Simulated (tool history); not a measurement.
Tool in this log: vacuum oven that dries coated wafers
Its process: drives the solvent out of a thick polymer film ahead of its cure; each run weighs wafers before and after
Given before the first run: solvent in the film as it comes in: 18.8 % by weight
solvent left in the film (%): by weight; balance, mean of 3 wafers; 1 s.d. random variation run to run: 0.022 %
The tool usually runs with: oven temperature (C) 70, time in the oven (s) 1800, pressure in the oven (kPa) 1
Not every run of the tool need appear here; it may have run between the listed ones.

run    hour  oven temperature (C)  time in the oven (s)  pressure in the oven (kPa)  solvent left in the film (%)
  1       0                    70                  1800                           1                          1.67
  2    69.3                    71                  1800                           1                          1.44
  3   160.8                    71                  1800                           1                          1.47
  4   237.9                    70                  1800                           1                          1.65
  5   327.4                    70                  1380                           1                          2.59
  6   383.1                    70                  1800                           1                          1.68
  7   431.5                    70                   900                           1                          4.53
  8   474.2                    70                   900                           1                          4.57
  9   526.5                    70                   900                           1                          4.58
 10   597.5                    70                   900                           1                          4.49
 11   680.6                    70                   900                           1                          4.54
      714.2  -- vacuum gauge cleaned of residue and calibrated
 12   764.6                    70                   900                           1                          4.53
 13   844.9                    64                  1620                        1.15                          4.32
 14   930.2                    60                  1800                        1.13                          5.68
 15  1001.5                    60                  1800                        1.13                          5.69
 16  1050.1                    60                  1740                        2.68                          6.98
 17  1114.1                    60                  1740                        2.68                          6.92
 18  1182.2                    83                  1020                        0.74                          0.52
 19  1253.3                    83                  1800                        1.35                          0.53
 20  1306.3                    80                  2220                        3.24                          1.39
 21  1357.1                    80                  2220                        3.24                          1.37
 22  1435.8                    75                  1020                        2.21                          2.67
 23  1497.9                    75                  1020                        2.21                          2.69

4 ways to go on from here, each from the tool as it stands after run 23. What would each give?
  A  1545                    77                  2700                        2.21                             ?
  B  1545                    79                  2100                        0.64                             ?
  C  1545                    62                  1020                        2.21                             ?
  D  1545                    57                  2700                           1                             ?

run  solvent left in the film (%)
  A                          1.11
  B                           0.3
  C                          8.26
  D                          4.89
Without the tool's hidden state the same runs would have given:
run  solvent left in the film (%)
  A                          1.11
  B                           0.3
  C                          8.28
  D                          4.91

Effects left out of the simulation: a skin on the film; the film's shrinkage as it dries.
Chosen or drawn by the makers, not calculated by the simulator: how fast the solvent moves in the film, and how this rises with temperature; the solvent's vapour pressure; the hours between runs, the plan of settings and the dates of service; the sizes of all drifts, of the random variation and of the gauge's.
